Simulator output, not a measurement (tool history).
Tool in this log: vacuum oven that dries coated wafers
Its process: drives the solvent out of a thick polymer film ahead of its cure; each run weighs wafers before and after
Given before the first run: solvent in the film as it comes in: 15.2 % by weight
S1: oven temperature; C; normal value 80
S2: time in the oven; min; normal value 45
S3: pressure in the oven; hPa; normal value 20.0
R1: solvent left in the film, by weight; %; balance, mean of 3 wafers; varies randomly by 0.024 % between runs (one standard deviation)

run    hour  S1  S2    S3    R1
  1     0.0  80  45  20.0  2.01
  2    56.0  80  45  20.0  1.98
  3   113.5  80  45  20.0  1.98
  4   165.6  80  45  20.0  1.99
  5   217.5  80  45  20.0  1.98
  6   290.3  89  45  20.0  1.04
  7   395.7  80  23  20.0  3.89
  8   451.2  80  23  20.0  3.90
  9   574.4  80  45  20.0  2.05
 10   652.8  80  45  20.0  2.02
 11   718.6  86  45  20.0  1.30
 12   774.9  81  45  13.7  1.51
 13   880.3  77  45  20.0  2.69
 14  1004.2  77  45  20.0  2.69
 15  1087.4  88  41  16.7  1.08
 16  1139.8  91  52  20.0  1.02
 17  1203.3  83  45  20.0  1.66
 18  1270.3  75  50  62.9  6.19

Below are 5 alternative next runs, each starting from the tool's condition after run 18. Predict each:
  A  1351.2  89  49  62.9   ?
  B  1351.2  67  50  62.9   ?
  C  1351.2  75  32  52.7   ?
  D  1351.2  70  47  10.2   ?
  E  1351.2  80  48  20.0   ?

run    R1
  A  3.18
  B  9.44
  C  6.54
  D  3.82
  E  2.01
With no hidden state in the tool, these same runs would have given:
run    R1
  A  3.07
  B  9.31
  C  6.47
  D  3.67
  E  1.85

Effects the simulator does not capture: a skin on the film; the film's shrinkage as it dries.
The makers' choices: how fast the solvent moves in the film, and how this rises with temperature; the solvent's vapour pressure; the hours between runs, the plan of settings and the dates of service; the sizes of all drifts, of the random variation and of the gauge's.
